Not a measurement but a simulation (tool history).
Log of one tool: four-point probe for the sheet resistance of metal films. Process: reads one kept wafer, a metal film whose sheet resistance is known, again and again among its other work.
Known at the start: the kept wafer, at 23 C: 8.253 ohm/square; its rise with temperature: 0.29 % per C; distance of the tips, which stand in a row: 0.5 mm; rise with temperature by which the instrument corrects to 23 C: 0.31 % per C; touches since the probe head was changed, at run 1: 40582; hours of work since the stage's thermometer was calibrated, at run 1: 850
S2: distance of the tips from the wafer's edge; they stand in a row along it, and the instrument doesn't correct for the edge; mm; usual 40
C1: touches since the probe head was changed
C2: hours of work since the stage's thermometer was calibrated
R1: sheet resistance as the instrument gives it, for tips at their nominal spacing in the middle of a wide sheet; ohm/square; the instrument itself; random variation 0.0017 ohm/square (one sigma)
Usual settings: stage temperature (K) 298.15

{"run": 1, "hour": 0.0, "stage temperature (K)": 298.15, "S2": 40, "C1": 40582, "C2": 850, "R1": 8.235448}
{"run": 2, "hour": 29.1, "stage temperature (K)": 298.15, "S2": 40, "C1": 41668, "C2": 871, "R1": 8.23383}
{"run": 3, "hour": 51.8, "stage temperature (K)": 298.15, "S2": 40, "C1": 42512, "C2": 887, "R1": 8.228364}
{"run": 4, "hour": 75.7, "stage temperature (K)": 298.15, "S2": 40, "C1": 43405, "C2": 904, "R1": 8.22974}
{"run": 5, "hour": 91.7, "stage temperature (K)": 297.15, "S2": 40, "C1": 44001, "C2": 915, "R1": 8.233829}
{"run": 6, "hour": 125.7, "stage temperature (K)": 297.15, "S2": 40, "C1": 45267, "C2": 940, "R1": 8.230108}
{"run": 7, "hour": 149.2, "stage temperature (K)": 297.15, "S2": 9, "C1": 46144, "C2": 957, "R1": 8.244972}
{"run": 8, "hour": 177.8, "stage temperature (K)": 298.15, "S2": 12, "C1": 47212, "C2": 977, "R1": 8.234033}
{"run": 9, "hour": 206.4, "stage temperature (K)": 298.15, "S2": 40, "C1": 48276, "C2": 998, "R1": 8.227401}
{"run": 10, "hour": 221.7, "stage temperature (K)": 298.15, "S2": 4, "C1": 48848, "C2": 1009, "R1": 8.298028}
{"run": 11, "hour": 255.2, "stage temperature (K)": 298.15, "S2": 40, "C1": 50095, "C2": 1032, "R1": 8.228387}
{"run": 12, "hour": 274.7, "stage temperature (K)": 298.15, "S2": 36, "C1": 50823, "C2": 1046, "R1": 8.227389}
{"hour": 277.2, "done": "stage's thermometer calibrated"}
{"run": 13, "hour": 295.4, "stage temperature (K)": 298.15, "S2": 36, "C1": 51578, "C2": 13, "R1": 8.228229}
{"run": 14, "hour": 319.3, "stage temperature (K)": 298.15, "S2": 40, "C1": 52469, "C2": 30, "R1": 8.226986}
{"hour": 332.9, "done": "stage's thermometer calibrated, once more"}
{"run": 15, "hour": 350.8, "stage temperature (K)": 298.15, "S2": 27, "C1": 53623, "C2": 13, "R1": 8.219541}
{"run": 16, "hour": 376.2, "stage temperature (K)": 293.15, "S2": 40, "C1": 54572, "C2": 31, "R1": 8.227378}
{"run": 17, "hour": 404.5, "stage temperature (K)": 293.15, "S2": 40, "C1": 55624, "C2": 51, "R1": 8.223626}
{"run": 18, "hour": 437.0, "stage temperature (K)": 293.15, "S2": 40, "C1": 56839, "C2": 75, "R1": 8.225025}
{"run": 19, "hour": 455.9, "stage temperature (K)": 293.15, "S2": 40, "C1": 57541, "C2": 88, "R1": 8.225594}
{"run": 20, "hour": 475.1, "stage temperature (K)": 294.15, "S2": 40, "C1": 58258, "C2": 102, "R1": 8.22297}
{"run": 21, "hour": 500.4, "stage temperature (K)": 298.15, "S2": 66, "C1": 59200, "C2": 120, "R1": 8.213717}
{"run": 22, "hour": 520.5, "stage temperature (K)": 298.15, "S2": 35, "C1": 59951, "C2": 134, "R1": 8.212177}
{"run": 23, "hour": 543.8, "stage temperature (K)": 298.15, "S2": 35, "C1": 60821, "C2": 151, "R1": 8.212432}
{"run": 24, "hour": 563.0, "stage temperature (K)": 298.15, "S2": 14, "C1": 61533, "C2": 165, "R1": 8.218642}
{"run": 25, "hour": 585.4, "stage temperature (K)": 306.15, "S2": 46, "C1": 62368, "C2": 181, "R1": 8.198875}
{"run": 26, "hour": 621.8, "stage temperature (K)": 306.15, "S2": 46, "C1": 63727, "C2": 207, "R1": 8.199124}
{"run": 27, "hour": 655.1, "stage temperature (K)": 296.15, "S2": 9, "C1": 64967, "C2": 231, "R1": 8.225836}
{"run": 28, "hour": 689.4, "stage temperature (K)": 302.15, "S2": 9, "C1": 66247, "C2": 255, "R1": 8.213819}
{"run": 29, "hour": 705.9, "stage temperature (K)": 306.15, "S2": 11, "C1": 66861, "C2": 267, "R1": 8.201474}
{"run": 30, "hour": 735.0, "stage temperature (K)": 306.15, "S2": 11, "C1": 67946, "C2": 288, "R1": 8.205449}
{"run": 31, "hour": 753.9, "stage temperature (K)": 294.15, "S2": 7, "C1": 68653, "C2": 301, "R1": 8.233435}
{"run": 32, "hour": 776.9, "stage temperature (K)": 306.15, "S2": 61, "C1": 69509, "C2": 318, "R1": 8.191702}
{"run": 33, "hour": 792.7, "stage temperature (K)": 306.15, "S2": 61, "C1": 70100, "C2": 329, "R1": 8.192984}
{"run": 34, "hour": 821.1, "stage temperature (K)": 297.15, "S2": 42, "C1": 71158, "C2": 350, "R1": 8.208269}
{"run": 35, "hour": 845.5, "stage temperature (K)": 297.15, "S2": 42, "C1": 72069, "C2": 367, "R1": 8.207021}
{"run": 36, "hour": 878.0, "stage temperature (K)": 292.15, "S2": 4, "C1": 73281, "C2": 390, "R1": 8.280111}
{"run": 37, "hour": 912.4, "stage temperature (K)": 292.15, "S2": 4, "C1": 74561, "C2": 415, "R1": 8.2816}
{"run": 38, "hour": 946.7, "stage temperature (K)": 303.15, "S2": 6, "C1": 75840, "C2": 439, "R1": 8.224368}
{"run": 39, "hour": 975.9, "stage temperature (K)": 291.15, "S2": 5, "C1": 76929, "C2": 460, "R1": 8.254522}
{"run": 40, "hour": 1010.1, "stage temperature (K)": 307.15, "S2": 40, "C1": 78204, "C2": 485, "R1": 8.185544}
{"run": 41, "hour": 1043.2, "stage temperature (K)": 307.15, "S2": 40, "C1": 79437, "C2": 508, "R1": 8.18446}
{"run": 42, "hour": 1063.4, "stage temperature (K)": 307.15, "S2": 40, "C1": 80192, "C2": 523, "R1": 8.187372}
{"run": 43, "hour": 1084.7, "stage temperature (K)": 303.15, "S2": 7, "C1": 80987, "C2": 538, "R1": 8.210278}
{"run": 44, "hour": 1102.0, "stage temperature (K)": 301.15, "S2": 21, "C1": 81632, "C2": 551, "R1": 8.194642}
{"run": 45, "hour": 1132.3, "stage temperature (K)": 301.15, "S2": 21, "C1": 82762, "C2": 572, "R1": 8.193072}

Forecast each of these 3 alternatives for the next run:
{"run": "A", "hour": 1156.4, "stage temperature (K)": 298.15, "S2": 47, "C1": 83658, "C2": 590, "R1": "?"}
{"run": "B", "hour": 1156.4, "stage temperature (K)": 297.15, "S2": 40, "C1": 83658, "C2": 590, "R1": "?"}
{"run": "C", "hour": 1156.4, "stage temperature (K)": 293.15, "S2": 41, "C1": 83658, "C2": 590, "R1": "?"}

run=A R1=8.195598
run=B R1=8.198966
run=C R1=8.202708
Without the tool's hidden state the same runs would have given:
run=A R1=8.249432
run=B R1=8.252819
run=C R1=8.256575
